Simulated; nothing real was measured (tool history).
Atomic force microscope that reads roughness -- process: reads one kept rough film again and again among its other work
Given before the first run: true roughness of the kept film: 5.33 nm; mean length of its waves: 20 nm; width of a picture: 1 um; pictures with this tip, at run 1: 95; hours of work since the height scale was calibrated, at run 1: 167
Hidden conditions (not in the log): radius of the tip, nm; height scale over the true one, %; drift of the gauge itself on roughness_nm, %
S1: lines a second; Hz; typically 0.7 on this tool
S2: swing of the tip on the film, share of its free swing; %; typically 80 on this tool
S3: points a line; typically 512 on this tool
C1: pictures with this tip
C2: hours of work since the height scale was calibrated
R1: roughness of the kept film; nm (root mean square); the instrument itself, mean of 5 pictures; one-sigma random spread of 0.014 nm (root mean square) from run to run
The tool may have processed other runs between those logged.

run 1 hour=0 | S1=0.7 S2=80 S3=512 | C1=95 C2=167 | R1=2.63
run 2 hour=9.2 | S1=0.7 S2=80 S3=512 | C1=110 C2=173 | R1=2.555
run 3 hour=17.8 | S1=0.7 S2=80 S3=883 | C1=124 C2=178 | R1=2.492
run 4 hour=26 | S1=0.7 S2=80 S3=283 | C1=138 C2=183 | R1=2.365
run 5 hour=30.3 | S1=0.7 S2=80 S3=283 | C1=145 C2=185 | R1=2.317
run 6 hour=35.5 | S1=0.7 S2=80 S3=283 | C1=153 C2=189 | R1=2.323
run 7 hour=42.9 | S1=0.945 S2=80 S3=283 | C1=165 C2=193 | R1=2.215
run 8 hour=52.8 | S1=0.945 S2=80 S3=283 | C1=182 C2=199 | R1=2.148
run 9 hour=62.4 | S1=0.945 S2=80 S3=283 | C1=197 C2=205 | R1=2.088
run 10 hour=67.6 | S1=0.945 S2=80 S3=283 | C1=206 C2=208 | R1=2.049
run 11 hour=74.2 | S1=0.7 S2=80 S3=512 | C1=217 C2=212 | R1=2.099
run 12 hour=82.4 | S1=0.7 S2=80 S3=512 | C1=230 C2=216 | R1=2.065
run 13 hour=87.1 | S1=0.7 S2=80 S3=512 | C1=238 C2=219 | R1=2.043
run 14 hour=92.6 | S1=0.7 S2=80 S3=512 | C1=246 C2=223 | R1=2.028
run 15 hour=97.2 | S1=0.516 S2=80 S3=512 | C1=254 C2=225 | R1=2.014
run 16 hour=105.6 | S1=0.7 S2=73 S3=512 | C1=268 C2=230 | R1=1.981
run 17 hour=112.6 | S1=0.571 S2=62 S3=739 | C1=279 C2=234 | R1=2.003
run 18 hour=119.6 | S1=2.287 S2=80 S3=424 | C1=291 C2=239 | R1=1.642
run 19 hour=125 | S1=1.073 S2=60 S3=306 | C1=299 C2=242 | R1=1.899
-- hour=132.3 new tip fitted
run 20 hour=135.8 | S1=1.073 S2=58 S3=491 | C1=5 C2=248 | R1=3.203
-- hour=137.3 height scale calibrated on a step standard
run 21 hour=142.9 | S1=1.073 S2=75 S3=491 | C1=15 C2=3 | R1=2.993
run 22 hour=153.6 | S1=1.133 S2=84 S3=660 | C1=33 C2=10 | R1=2.762
run 23 hour=158.4 | S1=1.133 S2=84 S3=660 | C1=41 C2=13 | R1=2.713
-- hour=162 height scale calibrated on a step standard, once more
run 24 hour=168 | S1=1.133 S2=84 S3=660 | C1=55 C2=4 | R1=2.607
run 25 hour=177.2 | S1=1.287 S2=55 S3=525 | C1=70 C2=9 | R1=2.809
run 26 hour=186.7 | S1=0.908 S2=86 S3=929 | C1=85 C2=15 | R1=2.48
run 27 hour=191.5 | S1=1.389 S2=80 S3=512 | C1=93 C2=18 | R1=2.417
run 28 hour=195.8 | S1=1.389 S2=89 S3=365 | C1=100 C2=20 | R1=2.228
run 29 hour=202.4 | S1=2.063 S2=60 S3=715 | C1=111 C2=24 | R1=2.484
run 30 hour=212.3 | S1=1.649 S2=61 S3=799 | C1=127 C2=30 | R1=2.457
run 31 hour=219.6 | S1=0.693 S2=61 S3=531 | C1=139 C2=34 | R1=2.471

Predict each of these 4 candidate next runs independently; none follows another, all start after run 31:
run A hour=228.3 | S1=3.697 S2=61 S3=531 | C1=153 C2=39 | R1=?
run B hour=228.3 | S1=2.493 S2=61 S3=531 | C1=153 C2=39 | R1=?
run C hour=228.3 | S1=0.693 S2=83 S3=531 | C1=153 C2=39 | R1=?
run D hour=228.3 | S1=0.7 S2=81 S3=413 | C1=153 C2=39 | R1=?

run=A R1=2.203
run=B R1=2.264
run=C R1=2.302
run=D R1=2.288
Without the tool's hidden state the same runs would have given:
run=A R1=3.099
run=B R1=3.188
run=C R1=3.236
run=D R1=3.219
